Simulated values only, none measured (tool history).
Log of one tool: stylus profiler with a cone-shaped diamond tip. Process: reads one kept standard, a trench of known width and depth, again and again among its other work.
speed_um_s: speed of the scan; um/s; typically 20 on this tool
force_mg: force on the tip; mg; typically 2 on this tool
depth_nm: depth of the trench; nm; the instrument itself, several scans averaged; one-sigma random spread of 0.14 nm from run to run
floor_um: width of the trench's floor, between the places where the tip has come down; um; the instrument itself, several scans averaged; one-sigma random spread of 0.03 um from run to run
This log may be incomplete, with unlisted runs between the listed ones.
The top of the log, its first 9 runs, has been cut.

{"run": 10, "hour": 998.0, "speed_um_s": 26, "force_mg": 2, "depth_nm": 506.7, "floor_um": 16.02}
{"run": 11, "hour": 1140.4, "speed_um_s": 26, "force_mg": 2, "depth_nm": 506.56, "floor_um": 15.88}
{"run": 12, "hour": 1228.7, "speed_um_s": 26, "force_mg": 2, "depth_nm": 506.64, "floor_um": 15.73}
{"run": 13, "hour": 1309.8, "speed_um_s": 26, "force_mg": 2, "depth_nm": 506.09, "floor_um": 15.65}
{"run": 14, "hour": 1399.5, "speed_um_s": 26, "force_mg": 2, "depth_nm": 506.3, "floor_um": 15.56}
{"run": 15, "hour": 1512.0, "speed_um_s": 20, "force_mg": 2, "depth_nm": 506.29, "floor_um": 15.49}
{"hour": 1522.6, "done": "height scale calibrated on a step standard"}
{"run": 16, "hour": 1627.6, "speed_um_s": 20, "force_mg": 1.24, "depth_nm": 503.93, "floor_um": 15.34}
{"run": 17, "hour": 1689.2, "speed_um_s": 26, "force_mg": 1.37, "depth_nm": 503.86, "floor_um": 15.19}
{"hour": 1740.7, "done": "new tip fitted, height scale calibrated"}
{"run": 18, "hour": 1827.9, "speed_um_s": 9, "force_mg": 0.88, "depth_nm": 503.91, "floor_um": 16.7}
{"run": 19, "hour": 1972.4, "speed_um_s": 62, "force_mg": 0.81, "depth_nm": 503.98, "floor_um": 15.98}

Run 20 has not been measured yet. What should we expect?
{"hour": 2074.6, "done": "height scale calibrated on a step standard, once more"}
{"run": 20, "hour": 2099.7, "speed_um_s": 20, "force_mg": 2.77, "depth_nm": "?", "floor_um": "?"}

depth_nm: 509.3 nm
floor_um: 16.28 um
Take away the tool's hidden state, keep the run-to-run variation as it was, and the same run would have given depth_nm 509.03 nm, floor_um 16.84 um.
